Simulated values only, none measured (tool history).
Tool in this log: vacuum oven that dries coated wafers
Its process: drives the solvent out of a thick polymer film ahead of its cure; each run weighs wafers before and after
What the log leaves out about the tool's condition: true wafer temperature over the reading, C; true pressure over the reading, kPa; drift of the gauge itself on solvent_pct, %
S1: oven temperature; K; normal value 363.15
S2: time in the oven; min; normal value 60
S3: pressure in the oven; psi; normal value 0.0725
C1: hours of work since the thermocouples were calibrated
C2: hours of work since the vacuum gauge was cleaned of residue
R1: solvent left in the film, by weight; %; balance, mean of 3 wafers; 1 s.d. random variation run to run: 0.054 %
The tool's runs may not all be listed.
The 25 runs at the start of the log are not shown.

run   hour      S1   S2      S3    C1   C2    R1
 26  347.7  353.15   54  0.0544   804  746  4.63
 27  356.9  374.15  102  0.2547   811  753  1.24
 28  373.2  372.15   39  0.2244   824  766  2.81
 29  386.5  350.15   30  0.1244   835  777   7.5
 30  400.7  363.15   87  0.0725   846  788  1.48
 31  417.9  363.15   87  0.0725   860  802  1.46
 32  433.4  363.15   87  0.0725   872  814  1.55
 33  447.1  375.15   31  0.0725   883  825  2.59
 34  457.9  375.15   31  0.0725   891  833  2.57
 35    469  372.15   31  0.0902   900  842  3.18
 36  484.9  363.15   97  0.0467   913  855  1.19
 37  496.1  349.15   60  0.1018   921  864  5.73
 38  511.2  371.15   60  0.1018   933  876  1.49
 39  520.6  352.15   60  0.2592   941  883  6.07
 40  532.6  363.15   30  0.0683   950  893  4.96
 41  542.9  363.15   30  0.0683   958  901  4.83
 42  551.9  377.15   30  0.1317   966  908  2.68
 43  565.3  371.15   69  0.0911   976  918  1.23
 44  577.5  371.15   69  0.0911   986  928  1.17
 45  586.5  353.15   51  0.0725   993  935  5.23
 46  602.6  353.15   51  0.0725  1006  948  5.28
 47  615.1  366.15   51  0.0725  1016  958  2.58

What if the next run were any one of these 4? Each begins from the tool's condition after run 47:
  A   628  356.15  80  0.1761  1026  968   ?
  B   628  366.15  74  0.0725  1026  968   ?
  C   628  363.15  48  0.0725  1026  968   ?
  D   628  363.15  62  0.0515  1026  968   ?

run    R1
  A  3.75
  B  1.54
  C  3.37
  D  2.42
With no hidden state in the tool, these same runs would have given:
run    R1
  A  3.12
  B  1.11
  C  2.87
  D  1.93

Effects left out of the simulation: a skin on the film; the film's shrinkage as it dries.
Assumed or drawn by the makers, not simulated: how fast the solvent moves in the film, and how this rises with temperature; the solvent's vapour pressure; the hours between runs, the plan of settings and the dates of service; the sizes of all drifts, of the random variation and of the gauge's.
